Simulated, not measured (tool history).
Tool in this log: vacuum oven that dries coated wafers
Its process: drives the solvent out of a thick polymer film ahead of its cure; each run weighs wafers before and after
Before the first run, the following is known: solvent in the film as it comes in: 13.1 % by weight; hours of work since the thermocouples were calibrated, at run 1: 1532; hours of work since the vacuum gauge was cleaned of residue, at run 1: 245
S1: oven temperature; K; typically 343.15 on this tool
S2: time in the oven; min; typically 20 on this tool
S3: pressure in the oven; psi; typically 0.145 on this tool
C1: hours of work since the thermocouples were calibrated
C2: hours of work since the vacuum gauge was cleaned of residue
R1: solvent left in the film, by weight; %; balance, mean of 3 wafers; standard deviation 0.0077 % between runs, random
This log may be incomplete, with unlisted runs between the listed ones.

{"run": 1, "day": 0.0, "S1": 343.15, "S2": 20, "S3": 0.145, "C1": 1532, "C2": 245, "R1": 0.57}
{"run": 2, "day": 0.321, "S1": 350.15, "S2": 20, "S3": 0.145, "C1": 1537, "C2": 250, "R1": 0.29}
{"run": 3, "day": 0.633, "S1": 343.15, "S2": 20, "S3": 0.145, "C1": 1542, "C2": 255, "R1": 0.564}
{"run": 4, "day": 1.079, "S1": 343.15, "S2": 20, "S3": 0.145, "C1": 1548, "C2": 261, "R1": 0.559}
{"run": 5, "day": 1.567, "S1": 343.15, "S2": 20, "S3": 0.145, "C1": 1556, "C2": 269, "R1": 0.557}
{"run": 6, "day": 2.029, "S1": 343.15, "S2": 13, "S3": 0.145, "C1": 1562, "C2": 275, "R1": 1.239}
{"run": 7, "day": 2.379, "S1": 343.15, "S2": 13, "S3": 0.145, "C1": 1567, "C2": 281, "R1": 1.242}
{"run": 8, "day": 2.7, "S1": 343.15, "S2": 20, "S3": 0.312, "C1": 1572, "C2": 285, "R1": 0.85}
{"run": 9, "day": 3.3, "S1": 343.15, "S2": 20, "S3": 0.312, "C1": 1581, "C2": 294, "R1": 0.866}
{"run": 10, "day": 3.821, "S1": 343.15, "S2": 20, "S3": 0.312, "C1": 1589, "C2": 302, "R1": 0.866}
{"run": 11, "day": 4.167, "S1": 351.15, "S2": 13, "S3": 0.312, "C1": 1594, "C2": 307, "R1": 0.712}
{"day": 4.717, "done": "oven's thermocouples calibrated"}
{"run": 12, "day": 4.717, "S1": 343.15, "S2": 10, "S3": 0.158, "C1": 0, "C2": 314, "R1": 2.152}
{"run": 13, "day": 5.275, "S1": 344.15, "S2": 20, "S3": 0.152, "C1": 8, "C2": 322, "R1": 0.594}
{"run": 14, "day": 5.575, "S1": 353.15, "S2": 19, "S3": 0.249, "C1": 13, "C2": 326, "R1": 0.381}
{"run": 15, "day": 6.183, "S1": 343.15, "S2": 20, "S3": 0.392, "C1": 22, "C2": 335, "R1": 1.094}
{"run": 16, "day": 6.567, "S1": 343.15, "S2": 20, "S3": 0.392, "C1": 27, "C2": 341, "R1": 1.104}
{"run": 17, "day": 7.012, "S1": 343.15, "S2": 32, "S3": 0.173, "C1": 34, "C2": 348, "R1": 0.418}
{"run": 18, "day": 7.621, "S1": 343.15, "S2": 32, "S3": 0.307, "C1": 43, "C2": 357, "R1": 0.676}
{"run": 19, "day": 7.9, "S1": 340.15, "S2": 20, "S3": 0.222, "C1": 47, "C2": 361, "R1": 1.043}
{"run": 20, "day": 8.196, "S1": 340.15, "S2": 20, "S3": 0.222, "C1": 51, "C2": 365, "R1": 1.056}

Selected run-to-run steps in R1, each split into two signed amounts: the part the tool would show with no hidden state at all (from settings, incoming material and random variation), and the remainder, which goes to the hidden state together with any gauge scatter not common to the measured and the hidden-state-free results:
Hidden conditions of the tool in this case: true wafer temperature over the reading, C; true pressure over the reading, kPa; drift of the gauge itself on solvent_pct, %.
Run 5 -> 6: S2 20 -> 13. R1 +0.682 %: hidden state -0.101, all else +0.783.
Run 7 -> 8: S2 13 -> 20, S3 0.145 -> 0.312. R1 -0.392 %: hidden state +0.086, all else -0.478.
Run 11 -> 12: S1 351.15 -> 343.15, S2 13 -> 10, S3 0.312 -> 0.158, oven's thermocouples calibrated. R1 +1.440 %: hidden state +0.062, all else +1.378.
Run 12 -> 13: S1 343.15 -> 344.15, S2 10 -> 20, S3 0.158 -> 0.152. R1 -1.558 %: hidden state +0.036, all else -1.594.
